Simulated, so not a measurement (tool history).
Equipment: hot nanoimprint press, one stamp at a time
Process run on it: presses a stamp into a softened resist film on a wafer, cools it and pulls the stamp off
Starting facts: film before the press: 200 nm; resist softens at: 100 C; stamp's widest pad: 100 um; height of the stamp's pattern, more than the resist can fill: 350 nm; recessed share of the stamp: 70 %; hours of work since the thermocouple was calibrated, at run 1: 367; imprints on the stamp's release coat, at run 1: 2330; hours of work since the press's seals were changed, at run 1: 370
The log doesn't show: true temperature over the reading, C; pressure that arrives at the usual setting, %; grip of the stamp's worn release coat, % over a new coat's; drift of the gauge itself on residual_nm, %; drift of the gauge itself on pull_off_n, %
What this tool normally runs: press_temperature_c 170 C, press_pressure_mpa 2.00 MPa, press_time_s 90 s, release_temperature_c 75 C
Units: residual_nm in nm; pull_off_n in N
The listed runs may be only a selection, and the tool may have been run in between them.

run	hour	press_temperature_c	press_pressure_mpa	press_time_s	release_temperature_c	hours of work since the thermocouple was calibrated	imprints on the stamp's release coat	hours of work since the press's seals were changed	residual_nm	pull_off_n
1	0.0	170	2.00	90	75	367	2330	370	109.9	175
# hour 25.0: stamp cleaned and given a new release coat
2	27.8	170	2.00	90	75	378	6	381	110.6	108
3	40.7	170	2.00	90	75	385	37	387	109.7	117
4	65.7	176	2.00	90	75	397	97	400	86.3	114
5	81.8	170	2.00	90	75	406	136	408	109.9	118
6	102.7	170	2.00	90	63	416	186	419	109.5	127
7	114.0	164	2.00	90	63	422	214	425	136.3	126
8	127.6	170	1.67	90	75	429	246	431	118.7	120
9	151.8	170	1.79	90	75	441	305	444	115.1	116
10	176.0	170	1.79	90	75	454	363	456	114.1	121
11	194.9	170	1.79	90	75	463	408	466	114.4	129
12	211.3	170	2.00	98	75	472	448	474	106.2	126
13	227.0	170	2.00	98	75	480	485	482	105.9	127
14	247.0	170	2.00	68	75	490	534	492	119.4	127
15	259.1	167	1.49	90	70	496	563	498	135.4	132
16	283.0	164	2.00	85	75	508	620	510	137.7	132

Hidden state or all else? Some run-to-run changes of residual_nm, split into what the settings, what came in and random variation would give without the hidden state, and what is left for the hidden state (with any gauge scatter that isn't in both results):
Run 4 -> 5: press_temperature_c 176 -> 170. residual_nm +23.6 nm: hidden state -0.6, all else +24.2.
Run 6 -> 7: press_temperature_c 170 -> 164. residual_nm +26.8 nm: hidden state -0.3, all else +27.1.
